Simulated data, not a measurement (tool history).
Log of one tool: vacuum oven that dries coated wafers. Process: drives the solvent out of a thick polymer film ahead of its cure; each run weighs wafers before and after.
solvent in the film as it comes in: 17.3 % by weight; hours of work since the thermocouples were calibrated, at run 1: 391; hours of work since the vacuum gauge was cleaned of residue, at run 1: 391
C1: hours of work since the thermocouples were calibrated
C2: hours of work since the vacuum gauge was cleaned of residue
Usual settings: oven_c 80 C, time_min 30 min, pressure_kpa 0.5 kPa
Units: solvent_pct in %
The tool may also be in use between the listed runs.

run 1 hour=0 | oven_c=80 time_min=30 pressure_kpa=0.5 | C1=391 C2=391 | solvent_pct=0.88
run 2 hour=41.8 | oven_c=80 time_min=30 pressure_kpa=0.5 | C1=417 C2=417 | solvent_pct=0.84
run 3 hour=62.1 | oven_c=80 time_min=30 pressure_kpa=0.5 | C1=429 C2=429 | solvent_pct=0.85
run 4 hour=89.3 | oven_c=80 time_min=30 pressure_kpa=0.5 | C1=445 C2=445 | solvent_pct=0.91
run 5 hour=111.8 | oven_c=80 time_min=30 pressure_kpa=0.5 | C1=458 C2=458 | solvent_pct=0.86
run 6 hour=141.7 | oven_c=80 time_min=30 pressure_kpa=0.627 | C1=476 C2=476 | solvent_pct=0.93
run 7 hour=185.1 | oven_c=80 time_min=30 pressure_kpa=0.627 | C1=502 C2=502 | solvent_pct=0.91
run 8 hour=206 | oven_c=80 time_min=30 pressure_kpa=0.627 | C1=515 C2=515 | solvent_pct=1.03
run 9 hour=223.6 | oven_c=80 time_min=30 pressure_kpa=0.5 | C1=525 C2=525 | solvent_pct=0.9
run 10 hour=258.6 | oven_c=80 time_min=30 pressure_kpa=0.5 | C1=546 C2=546 | solvent_pct=0.91
run 11 hour=291.1 | oven_c=88 time_min=17 pressure_kpa=0.5 | C1=566 C2=566 | solvent_pct=1.51
run 12 hour=323.1 | oven_c=88 time_min=17 pressure_kpa=0.5 | C1=585 C2=585 | solvent_pct=1.42
run 13 hour=366.1 | oven_c=72 time_min=48 pressure_kpa=0.5 | C1=611 C2=611 | solvent_pct=0.81
run 14 hour=393 | oven_c=72 time_min=48 pressure_kpa=0.5 | C1=627 C2=627 | solvent_pct=0.71
run 15 hour=424.9 | oven_c=72 time_min=18 pressure_kpa=0.5 | C1=646 C2=646 | solvent_pct=4.08
run 16 hour=463 | oven_c=79 time_min=30 pressure_kpa=0.478 | C1=669 C2=669 | solvent_pct=0.94
-- hour=471.3 oven's thermocouples calibrated
run 17 hour=485.9 | oven_c=79 time_min=30 pressure_kpa=0.478 | C1=9 C2=681 | solvent_pct=0.87
run 18 hour=519.6 | oven_c=80 time_min=20 pressure_kpa=1.013 | C1=29 C2=701 | solvent_pct=2.07
run 19 hour=558.9 | oven_c=93 time_min=20 pressure_kpa=0.926 | C1=52 C2=725 | solvent_pct=0.63
run 20 hour=590.3 | oven_c=80 time_min=30 pressure_kpa=0.933 | C1=71 C2=744 | solvent_pct=0.93

Forecast each of these 5 alternatives for the next run:
run A hour=625.7 | oven_c=72 time_min=21 pressure_kpa=1.209 | C1=92 C2=765 | solvent_pct=?
run B hour=625.7 | oven_c=92 time_min=30 pressure_kpa=0.933 | C1=92 C2=765 | solvent_pct=?
run C hour=625.7 | oven_c=80 time_min=37 pressure_kpa=0.716 | C1=92 C2=765 | solvent_pct=?
run D hour=625.7 | oven_c=69 time_min=28 pressure_kpa=0.5 | C1=92 C2=765 | solvent_pct=?
run E hour=625.7 | oven_c=79 time_min=30 pressure_kpa=0.5 | C1=92 C2=765 | solvent_pct=?

run=A solvent_pct=3.47
run=B solvent_pct=0.24
run=C solvent_pct=0.56
run=D solvent_pct=2.51
run=E solvent_pct=0.96
Without the tool's hidden state the same runs would have given:
run=A solvent_pct=3.38
run=B solvent_pct=0.19
run=C solvent_pct=0.48
run=D solvent_pct=2.4
run=E solvent_pct=0.88
